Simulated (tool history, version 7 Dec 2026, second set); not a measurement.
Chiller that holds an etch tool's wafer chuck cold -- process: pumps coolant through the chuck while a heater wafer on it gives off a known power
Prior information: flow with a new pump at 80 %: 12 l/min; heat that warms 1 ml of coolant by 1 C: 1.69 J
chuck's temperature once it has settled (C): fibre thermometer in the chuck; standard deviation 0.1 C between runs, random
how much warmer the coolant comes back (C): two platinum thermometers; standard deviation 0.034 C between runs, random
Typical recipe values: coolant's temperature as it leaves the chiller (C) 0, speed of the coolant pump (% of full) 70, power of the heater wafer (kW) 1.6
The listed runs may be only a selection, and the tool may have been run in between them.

run   hour  coolant's temperature as it leaves the chiller (C)  speed of the coolant pump (% of full)  power of the heater wafer (kW)  chuck's temperature once it has settled (C)  how much warmer the coolant comes back (C)
  1      0                                                   0                                     70                             1.6                                         13.5                                         5.6
  2   22.5                                                   0                                     70                             1.6                                         13.4                                        5.58
  3   55.8                                                   0                                     70                             1.6                                         13.5                                        5.62
  4  105.4                                                   1                                     70                             1.6                                         14.5                                        5.64
  5  154.9                                                   1                                     70                             1.6                                         14.5                                        5.61
  6  201.5                                                   0                                     70                             1.6                                         13.3                                        5.67
  7  232.6                                                   0                                     70                             1.6                                         13.4                                        5.64
  8  256.7                                                   0                                     70                             1.6                                         13.4                                        5.65
  9    280                                                   0                                     75                             1.6                                         12.8                                        5.24
 10  327.5                                                   0                                     75                             1.6                                         12.8                                        5.17
 11  365.6                                                   0                                     75                             1.6                                         13.1                                         5.2
 12  398.5                                                   2                                     79                           0.929                                          9.1                                         2.9
 13  449.5                                                   2                                     79                           0.929                                          9.1                                        2.84
 14  477.9                                                  -6                                     74                           1.449                                          5.6                                        4.81
 15  509.8                                                   0                                     98                           2.223                                         14.8                                        5.56
 16  544.6                                                   4                                     98                           1.513                                         13.8                                        3.67
 17  591.4                                                   4                                     98                           1.513                                         13.9                                        3.71

3 ways to go on from here, each from the tool as it stands after run 17. What would each give?
  A  642.2                                                   4                                     98                           1.713                                            ?                                           ?
  B  642.2                                                  -9                                     78                           2.091                                            ?                                           ?
  C  642.2                                                  -6                                     70                           0.851                                            ?                                           ?

run  chuck's temperature once it has settled (C)  how much warmer the coolant comes back (C)
  A                                         15.3                                        4.28
  B                                          7.5                                        6.57
  C                                          1.1                                        3.05
Without the tool's unlogged condition, the same runs would have read:
run  chuck's temperature once it has settled (C)  how much warmer the coolant comes back (C)
  A                                         14.5                                        4.13
  B                                          6.3                                        6.34
  C                                          0.7                                        2.95

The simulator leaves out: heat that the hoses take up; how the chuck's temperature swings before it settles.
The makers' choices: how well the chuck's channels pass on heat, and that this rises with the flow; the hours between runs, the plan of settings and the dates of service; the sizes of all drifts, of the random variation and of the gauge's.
